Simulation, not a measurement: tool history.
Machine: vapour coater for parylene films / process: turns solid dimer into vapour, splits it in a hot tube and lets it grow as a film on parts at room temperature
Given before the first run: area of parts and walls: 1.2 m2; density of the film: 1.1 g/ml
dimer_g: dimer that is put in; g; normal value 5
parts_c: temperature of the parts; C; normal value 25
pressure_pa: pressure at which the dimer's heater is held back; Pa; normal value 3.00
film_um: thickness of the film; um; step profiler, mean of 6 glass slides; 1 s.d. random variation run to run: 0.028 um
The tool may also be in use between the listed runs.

| run | hour | dimer_g | parts_c | pressure_pa | film_um |
|---|---|---|---|---|---|
| 1 | 0.0 | 5 | 25 | 3.00 | 2.86 |
| 2 | 12.7 | 5 | 25 | 3.00 | 2.87 |
| 3 | 22.7 | 5 | 25 | 3.00 | 2.85 |
| 4 | 32.0 | 5 | 25 | 3.00 | 2.83 |
| 5 | 48.2 | 5 | 25 | 3.00 | 2.84 |
|  | 60.9 | trap's valve overhauled |
| 6 | 65.2 | 5 | 25 | 3.00 | 3.23 |
| 7 | 80.5 | 5 | 25 | 3.00 | 3.25 |
| 8 | 88.8 | 5 | 25 | 3.00 | 3.17 |
| 9 | 97.6 | 5 | 25 | 3.00 | 3.24 |
| 10 | 110.4 | 5 | 25 | 3.00 | 3.26 |
| 11 | 117.8 | 5 | 25 | 3.00 | 3.23 |
| 12 | 135.7 | 5 | 25 | 3.00 | 3.19 |
| 13 | 144.2 | 5 | 25 | 3.00 | 3.15 |
| 14 | 160.5 | 5 | 25 | 3.51 | 3.02 |
| 15 | 171.8 | 5 | 25 | 8.71 | 2.47 |
| 16 | 188.8 | 5 | 25 | 8.71 | 2.42 |
| 17 | 197.5 | 5 | 25 | 8.71 | 2.43 |
|  | 199.7 | table's thermometer calibrated |
| 18 | 214.8 | 2 | 25 | 7.00 | 1.01 |
| 19 | 223.7 | 2 | 25 | 7.00 | 0.99 |
| 20 | 234.5 | 3 | 27 | 9.73 | 1.33 |
|  | 248.9 | table's thermometer calibrated, once more |
| 21 | 250.0 | 3 | 27 | 9.73 | 1.33 |
| 22 | 265.9 | 5 | 34 | 9.45 | 1.74 |
| 23 | 278.4 | 4 | 25 | 3.23 | 2.42 |
| 24 | 285.8 | 6 | 20 | 4.27 | 4.01 |
| 25 | 303.8 | 6 | 23 | 3.56 | 3.75 |
| 26 | 320.7 | 8 | 17 | 3.56 | 5.56 |

Below, each run's measurement less what the same run would have read without the hidden state. Both values contain the same run-to-run variation, but the gauge's scatter may not be the same in both:
What the log doesn't record here: vapour lost through the trap's worn valve, %; true temperature of the parts over the reading, C; drift of the gauge itself on film_um, %.
| run | film_um |
|---|---|
| 1 | -0.38 |
| 2 | -0.39 |
| 3 | -0.40 |
| 4 | -0.40 |
| 5 | -0.41 |
| 6 | -0.02 |
| 7 | -0.03 |
| 8 | -0.04 |
| 9 | -0.04 |
| 10 | -0.05 |
| 11 | -0.06 |
| 12 | -0.07 |
| 13 | -0.07 |
| 14 | -0.08 |
| 15 | -0.07 |
| 16 | -0.08 |
| 17 | -0.09 |
| 18 | -0.04 |
| 19 | -0.05 |
| 20 | -0.06 |
| 21 | -0.07 |
| 22 | -0.10 |
| 23 | -0.15 |
| 24 | -0.25 |
| 25 | -0.25 |
| 26 | -0.35 |

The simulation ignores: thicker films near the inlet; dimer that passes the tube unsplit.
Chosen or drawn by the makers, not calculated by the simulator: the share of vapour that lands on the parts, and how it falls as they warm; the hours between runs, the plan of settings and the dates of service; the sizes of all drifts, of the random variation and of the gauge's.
